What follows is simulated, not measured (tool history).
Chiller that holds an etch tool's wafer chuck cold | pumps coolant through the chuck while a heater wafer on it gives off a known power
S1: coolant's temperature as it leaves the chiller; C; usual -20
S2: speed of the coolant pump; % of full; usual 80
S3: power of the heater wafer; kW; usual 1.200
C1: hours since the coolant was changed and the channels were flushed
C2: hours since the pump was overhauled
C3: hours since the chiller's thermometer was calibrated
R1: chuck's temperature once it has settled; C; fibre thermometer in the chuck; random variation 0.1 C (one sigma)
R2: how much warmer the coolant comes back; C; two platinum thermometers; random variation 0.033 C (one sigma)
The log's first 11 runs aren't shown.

run 12 hour=1005.4 | S1=-20 S2=80 S3=1.200 | C1=1004 C2=2903 C3=734 | R1=-8.2 R2=5.19
run 13 hour=1123.6 | S1=-20 S2=80 S3=1.200 | C1=1123 C2=3022 C3=852 | R1=-8.1 R2=5.13
run 14 hour=1227.7 | S1=-20 S2=80 S3=1.200 | C1=1227 C2=3126 C3=956 | R1=-8.1 R2=5.19
-- hour=1243.6 coolant pump overhauled
run 15 hour=1317.5 | S1=-20 S2=80 S3=1.200 | C1=1312 C2=74 C3=1041 | R1=-7.9 R2=5.16
run 16 hour=1452.9 | S1=-20 S2=80 S3=1.200 | C1=1447 C2=209 C3=1177 | R1=-7.8 R2=5.26
run 17 hour=1590.3 | S1=-21 S2=65 S3=1.487 | C1=1584 C2=347 C3=1314 | R1=-2.7 R2=8.08
run 18 hour=1685.5 | S1=-17 S2=95 S3=1.200 | C1=1679 C2=442 C3=1409 | R1=-6.6 R2=4.41
run 19 hour=1808.5 | S1=-17 S2=95 S3=1.200 | C1=1803 C2=565 C3=1532 | R1=-6.3 R2=4.45

Forecast run 20:
run 20 hour=1918.1 | S1=-17 S2=95 S3=1.200 | C1=1912 C2=674 C3=1642 | R1=? R2=?

Run 20 gave R1 -6.4 C, R2 4.49 C.
Without the tool's hidden state the same run would have given R1 -7.7 C, R2 4.22 C.
